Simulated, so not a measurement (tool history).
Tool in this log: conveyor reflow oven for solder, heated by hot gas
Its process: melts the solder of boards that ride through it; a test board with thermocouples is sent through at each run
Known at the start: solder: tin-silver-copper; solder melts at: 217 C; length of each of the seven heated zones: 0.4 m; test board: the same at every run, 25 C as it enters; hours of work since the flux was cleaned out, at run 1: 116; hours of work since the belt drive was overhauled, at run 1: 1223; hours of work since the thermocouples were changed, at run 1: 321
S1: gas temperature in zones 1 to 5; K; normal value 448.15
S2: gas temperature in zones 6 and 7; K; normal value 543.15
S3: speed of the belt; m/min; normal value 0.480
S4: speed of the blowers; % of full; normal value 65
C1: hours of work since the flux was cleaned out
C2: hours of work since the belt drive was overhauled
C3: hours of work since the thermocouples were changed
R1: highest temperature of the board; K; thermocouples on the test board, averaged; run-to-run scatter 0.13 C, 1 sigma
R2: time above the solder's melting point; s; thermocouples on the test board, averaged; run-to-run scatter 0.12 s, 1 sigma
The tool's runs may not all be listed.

Run 1, hour 0.0: usual settings; C1 116; C2 1223; C3 321. Result: R1 528.55 K, R2 79.6 s.
Run 2, hour 53.2: usual settings but S3 0.472 m/min; C1 144; C2 1251; C3 348. Result: R1 529.05 K, R2 81.4 s.
Run 3, hour 90.9: usual settings but S1 453.15 K; C1 163; C2 1270; C3 368. Result: R1 529.15 K, R2 82.2 s.
Run 4, hour 157.3: usual settings but S1 453.15 K; C1 198; C2 1305; C3 402. Result: R1 528.85 K, R2 82.5 s.
Run 5, hour 216.4: usual settings but S1 453.15 K; C1 229; C2 1336; C3 433. Result: R1 528.85 K, R2 82.3 s.
Run 6, hour 271.3: usual settings; C1 257; C2 1364; C3 462. Result: R1 528.05 K, R2 78.9 s.
Run 7, hour 316.7: usual settings; C1 281; C2 1388; C3 485. Result: R1 527.55 K, R2 78.8 s.
Run 8, hour 351.6: usual settings but S2 550.15 K; C1 299; C2 1406; C3 503. Result: R1 533.85 K, R2 83.7 s.
Run 9, hour 394.4: usual settings; C1 321; C2 1428; C3 526. Result: R1 527.15 K, R2 78.5 s.
Run 10, hour 432.3: usual settings but S2 532.15 K; C1 341; C2 1448; C3 545. Result: R1 517.65 K, R2 68.7 s.
Run 11, hour 478.2: usual settings but S2 532.15 K; C1 365; C2 1472; C3 569. Result: R1 517.45 K, R2 68.3 s.
At hour 520.9: flux residue cleaned out of gas plates and filters.
Run 12, hour 553.9: usual settings but S2 532.15 K; C1 17; C2 1509; C3 606. Result: R1 519.15 K, R2 71.0 s.
At hour 589.0: thermocouples of zones 6 and 7 changed.
Run 13, hour 611.4: usual settings but S4 72 % of full; C1 46; C2 1537; C3 12. Result: R1 530.55 K, R2 82.1 s.
Run 14, hour 667.1: usual settings but S4 72 % of full; C1 75; C2 1566; C3 41. Result: R1 530.45 K, R2 82.0 s.
Run 15, hour 727.8: usual settings but S4 72 % of full; C1 107; C2 1598; C3 72. Result: R1 530.35 K, R2 81.8 s.
Run 16, hour 780.1: usual settings but S1 455.15 K, S2 544.15 K, S4 72 % of full; C1 134; C2 1625; C3 99. Result: R1 531.95 K, R2 86.5 s.
Run 17, hour 850.4: usual settings but S1 441.15 K, S2 544.15 K, S3 0.427 m/min, S4 72 % of full; C1 170; C2 1662; C3 136. Result: R1 533.15 K, R2 92.3 s.
Run 18, hour 908.6: usual settings but S1 440.15 K, S2 556.15 K, S3 0.424 m/min, S4 68 % of full; C1 201; C2 1692; C3 166. Result: R1 543.05 K, R2 99.3 s.

For run 19, what comes out?
At hour 941.0: belt drive overhauled, speed set with a stopwatch.
Run 19, hour 948.7: usual settings but S1 444.15 K, S2 532.15 K, S3 0.446 m/min, S4 66 % of full; C1 219; C2 4; C3 185. Result: R1 ?, R2 ?.

Run 19 produced R1 519.75 K, R2 76.7 s.
If the tool had no hidden condition, the same run with the same run-to-run variation would have returned R1 520.95 K, R2 76.7 s.
